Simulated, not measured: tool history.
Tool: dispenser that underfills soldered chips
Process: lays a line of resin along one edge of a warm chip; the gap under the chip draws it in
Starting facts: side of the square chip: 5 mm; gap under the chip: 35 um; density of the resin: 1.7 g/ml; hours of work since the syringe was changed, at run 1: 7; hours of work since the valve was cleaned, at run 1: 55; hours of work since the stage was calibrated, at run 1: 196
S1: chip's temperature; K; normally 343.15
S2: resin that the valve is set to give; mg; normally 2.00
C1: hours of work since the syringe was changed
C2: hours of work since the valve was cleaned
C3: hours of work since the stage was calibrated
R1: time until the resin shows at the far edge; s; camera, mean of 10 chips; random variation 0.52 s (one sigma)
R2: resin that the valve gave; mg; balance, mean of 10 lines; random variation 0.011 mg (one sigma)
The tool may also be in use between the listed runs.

run 1 hour=0.0 | S1=343.15 S2=2.00 | C1=7 C2=55 C3=196 | R1=65.9 R2=1.91
-- hour=2.0 new syringe of resin
run 2 hour=6.9 | S1=343.15 S2=2.00 | C1=4 C2=60 C3=201 | R1=52.8 R2=1.91
-- hour=13.3 new syringe of resin
run 3 hour=14.6 | S1=343.15 S2=2.00 | C1=1 C2=66 C3=207 | R1=43.6 R2=1.90
-- hour=25.1 new syringe of resin
run 4 hour=25.2 | S1=343.15 S2=2.00 | C1=0 C2=74 C3=214 | R1=41.2 R2=1.88
run 5 hour=31.7 | S1=343.15 S2=2.00 | C1=5 C2=78 C3=219 | R1=58.9 R2=1.89
-- hour=36.9 new syringe of resin
run 6 hour=40.9 | S1=343.15 S2=2.00 | C1=3 C2=85 C3=226 | R1=51.6 R2=1.86
-- hour=48.7 new syringe of resin
run 7 hour=50.2 | S1=350.15 S2=2.00 | C1=1 C2=92 C3=232 | R1=32.7 R2=1.85
-- hour=60.2 new syringe of resin
run 8 hour=60.5 | S1=350.15 S2=2.00 | C1=0 C2=99 C3=240 | R1=31.7 R2=1.84
run 9 hour=69.5 | S1=342.15 S2=1.77 | C1=7 C2=106 C3=247 | R1=73.5 R2=1.63
-- hour=71.9 new syringe of resin
run 10 hour=79.1 | S1=342.15 S2=1.77 | C1=5 C2=113 C3=253 | R1=67.0 R2=1.62
-- hour=83.1 new syringe of resin
run 11 hour=86.6 | S1=344.15 S2=2.20 | C1=3 C2=118 C3=259 | R1=46.0 R2=2.01
-- hour=94.5 new syringe of resin
run 12 hour=95.2 | S1=344.15 S2=2.20 | C1=1 C2=124 C3=265 | R1=40.5 R2=1.99
run 13 hour=101.8 | S1=344.15 S2=2.20 | C1=5 C2=129 C3=270 | R1=55.8 R2=1.97

Run 14, settings as shown, results not yet in. Your forecast:
-- hour=106.4 new syringe of resin
run 14 hour=108.1 | S1=352.15 S2=2.05 | C1=1 C2=134 C3=274 | R1=? R2=?

{"run 14": {"R1": 31.3, "R2": 1.84}}
With the hidden condition absent and the run-to-run variation left alone, this run would have shown R1 29.6 s, R2 2.05 mg.

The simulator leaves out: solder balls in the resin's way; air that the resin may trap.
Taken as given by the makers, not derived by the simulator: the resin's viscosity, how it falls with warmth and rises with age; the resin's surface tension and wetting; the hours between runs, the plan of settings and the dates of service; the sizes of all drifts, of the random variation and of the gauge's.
